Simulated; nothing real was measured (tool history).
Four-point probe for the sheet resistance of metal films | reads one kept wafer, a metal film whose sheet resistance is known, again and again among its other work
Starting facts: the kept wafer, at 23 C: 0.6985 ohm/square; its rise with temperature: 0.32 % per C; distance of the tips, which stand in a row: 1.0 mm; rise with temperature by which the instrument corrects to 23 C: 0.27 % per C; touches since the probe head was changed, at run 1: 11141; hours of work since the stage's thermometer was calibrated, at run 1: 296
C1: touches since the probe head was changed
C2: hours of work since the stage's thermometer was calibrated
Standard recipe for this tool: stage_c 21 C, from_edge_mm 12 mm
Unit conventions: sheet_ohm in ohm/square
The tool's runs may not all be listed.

Run 1, day 0.000: usual settings; C1 11141; C2 296. Result: sheet_ohm 0.697179 ohm/square.
Run 2, day 1.242: usual settings; C1 12068; C2 313. Result: sheet_ohm 0.696972 ohm/square.
Run 3, day 2.667: usual settings; C1 13132; C2 332. Result: sheet_ohm 0.696911 ohm/square.
Run 4, day 3.862: usual settings; C1 14025; C2 349. Result: sheet_ohm 0.697151 ohm/square.
Run 5, day 5.579: usual settings; C1 15305; C2 372. Result: sheet_ohm 0.697060 ohm/square.
Run 6, day 7.162: usual settings; C1 16487; C2 394. Result: sheet_ohm 0.696869 ohm/square.
Run 7, day 8.788: usual settings; C1 17699; C2 416. Result: sheet_ohm 0.696802 ohm/square.
Run 8, day 10.267: usual settings; C1 18804; C2 437. Result: sheet_ohm 0.696844 ohm/square.
Run 9, day 11.521: usual settings but stage_c 24 C; C1 19738; C2 454. Result: sheet_ohm 0.697903 ohm/square.
Run 10, day 12.758: usual settings but stage_c 28 C; C1 20664; C2 471. Result: sheet_ohm 0.699406 ohm/square.
Run 11, day 13.604: usual settings but from_edge_mm 11 mm; C1 21295; C2 483. Result: sheet_ohm 0.697127 ohm/square.
Run 12, day 15.104: usual settings; C1 22414; C2 503. Result: sheet_ohm 0.696991 ohm/square.
Run 13, day 15.975: usual settings; C1 23064; C2 515. Result: sheet_ohm 0.696823 ohm/square.
Run 14, day 17.079: usual settings; C1 23888; C2 531. Result: sheet_ohm 0.696829 ohm/square.
Run 15, day 18.854: usual settings; C1 25213; C2 555. Result: sheet_ohm 0.696399 ohm/square.
Run 16, day 20.054: usual settings; C1 26109; C2 572. Result: sheet_ohm 0.696716 ohm/square.
At day 20.233: stage's thermometer calibrated.
Run 17, day 21.604: usual settings but stage_c 19 C; C1 27249; C2 19. Result: sheet_ohm 0.695480 ohm/square.
At day 23.267: stage's thermometer calibrated, once more.
Run 18, day 23.267: usual settings but stage_c 19 C; C1 28475; C2 0. Result: sheet_ohm 0.695955 ohm/square.
Run 19, day 24.117: usual settings but stage_c 19 C; C1 29108; C2 12. Result: sheet_ohm 0.695799 ohm/square.
Run 20, day 25.888: usual settings but stage_c 19 C, from_edge_mm 27 mm; C1 30428; C2 36. Result: sheet_ohm 0.693988 ohm/square.
Run 21, day 26.975: usual settings; C1 31241; C2 51. Result: sheet_ohm 0.696807 ohm/square.
Run 22, day 28.104: usual settings; C1 32084; C2 67. Result: sheet_ohm 0.696591 ohm/square.
Run 23, day 29.375: usual settings but stage_c 29 C, from_edge_mm 9 mm; C1 33032; C2 84. Result: sheet_ohm 0.701719 ohm/square.
Run 24, day 30.662: usual settings but from_edge_mm 21 mm; C1 33993; C2 102. Result: sheet_ohm 0.695094 ohm/square.
Run 25, day 31.946: usual settings but stage_c 29 C, from_edge_mm 22 mm; C1 34953; C2 119. Result: sheet_ohm 0.697900 ohm/square.
Run 26, day 33.696: usual settings but stage_c 29 C, from_edge_mm 22 mm; C1 36257; C2 144. Result: sheet_ohm 0.697679 ohm/square.
Run 27, day 34.788: usual settings but stage_c 24 C, from_edge_mm 36 mm; C1 37072; C2 159. Result: sheet_ohm 0.695140 ohm/square.
Run 28, day 36.454: usual settings but stage_c 24 C, from_edge_mm 36 mm; C1 38315; C2 182. Result: sheet_ohm 0.695313 ohm/square.
Run 29, day 37.938: usual settings but stage_c 24 C, from_edge_mm 36 mm; C1 39422; C2 202. Result: sheet_ohm 0.695281 ohm/square.
Run 30, day 39.208: usual settings but stage_c 24 C, from_edge_mm 36 mm; C1 40371; C2 219. Result: sheet_ohm 0.695309 ohm/square.
Run 31, day 40.988: usual settings but stage_c 24 C, from_edge_mm 36 mm; C1 41700; C2 244. Result: sheet_ohm 0.695001 ohm/square.
Run 32, day 42.296: usual settings but stage_c 20 C, from_edge_mm 15 mm; C1 42675; C2 262. Result: sheet_ohm 0.694945 ohm/square.
Run 33, day 43.688: usual settings but stage_c 19 C, from_edge_mm 4 mm; C1 43713; C2 281. Result: sheet_ohm 0.715613 ohm/square.
Run 34, day 44.821: usual settings but from_edge_mm 5 mm; C1 44558; C2 297. Result: sheet_ohm 0.708356 ohm/square.
Run 35, day 46.571: usual settings but stage_c 22 C, from_edge_mm 20 mm; C1 45865; C2 321. Result: sheet_ohm 0.695004 ohm/square.

The next listed run, before its measurement:
Run 36, day 47.571: usual settings; C1 46611; C2 335. Result: sheet_ohm ?.

{"run 36": {"sheet_ohm": 0.696259}}
Without the tool's hidden state the same run would have given sheet_ohm 0.700411 ohm/square.
